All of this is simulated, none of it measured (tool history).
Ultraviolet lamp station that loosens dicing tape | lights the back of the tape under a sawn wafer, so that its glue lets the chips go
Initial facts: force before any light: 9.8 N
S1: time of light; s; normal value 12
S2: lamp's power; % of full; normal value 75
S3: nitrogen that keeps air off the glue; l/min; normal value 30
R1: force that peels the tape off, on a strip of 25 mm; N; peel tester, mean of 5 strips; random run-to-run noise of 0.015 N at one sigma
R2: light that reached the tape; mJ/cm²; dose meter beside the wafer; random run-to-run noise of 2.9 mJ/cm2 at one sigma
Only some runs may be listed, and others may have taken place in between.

run    hour  S1  S2  S3     R1   R2
  1     0.0  12  75  30  0.720  421
  2    32.8  12  75  30  0.742  413
  3    62.0  12  75  30  0.703  413
  4    93.7  12  75  30  0.739  416
  5   140.5  12  75  30  0.760  412
  6   195.3  12  75  30  0.707  417
  7   223.2  12  75  30  0.737  417
  8   272.6  12  75  30  0.726  420
      288.4  -- window cleaned of glue's vapour
  9   300.6  12  75  30  0.711  417
 10   329.3  12  75  30  0.721  413
 11   370.0  12  75  30  0.713  417
 12   427.9  12  75  30  0.698  411
 13   476.1  12  75  30  0.728  419
 14   516.5  12  75  30  0.711  415
 15   568.8  12  75  33  0.671  415
 16   620.2  12  75  33  0.651  417
 17   655.2  12  75  30  0.746  417
 18   708.9  12  75  30  0.720  417
 19   738.1  12  75  30  0.709  410
 20   796.0  12  75  30  0.731  420
 21   829.3  12  67  30  0.931  371
      849.7  -- lamp changed
 22   875.9  12  67  30  0.937  376
 23   923.3  10  82  19  1.261  381
 24   974.5  12  64  54  0.661  356
 25  1036.8  17  71  10  1.004  556
 26  1064.9  16  67  26  0.557  498
 27  1126.9   7  83   9  3.237  269
 28  1180.6   7  83   9  3.284  269
 29  1213.9  13  98  21  0.464  591
     1240.2  -- window cleaned of glue's vapour
 30  1251.5  12  86  29  0.571  480
 31  1281.1  13  81  30  0.510  484
 32  1335.8  13  81  30  0.526  491
 33  1390.7  12  97  30  0.430  547
 34  1440.2  12  97  30  0.437  536
 35  1477.0  12  97  30  0.411  542
 36  1542.1  12  97  10  1.066  537
 37  1591.1  12  97  10  1.094  536
 38  1642.6   9  89  34  0.846  372
 39  1699.3   9  90  34  0.798  375
 40  1729.5   7  84   9  3.221  273
 41  1792.3  11  79  30  0.816  404
 42  1820.9   7  69  20  2.776  227
 43  1853.2  15  99  50  0.214  689

3 options for the next run, each taken on its own from the tool as it stands now. Forecast them:
  A  1900.4   8  75  19   ?   ?
  B  1900.4   9  62  30   ?   ?
  C  1900.4   7  75  29   ?   ?

run     R1   R2
  A  2.170  279
  B  1.798  257
  C  1.978  248
Without the tool's hidden state the same runs would have given:
run     R1   R2
  A  2.164  279
  B  1.792  258
  C  1.972  248
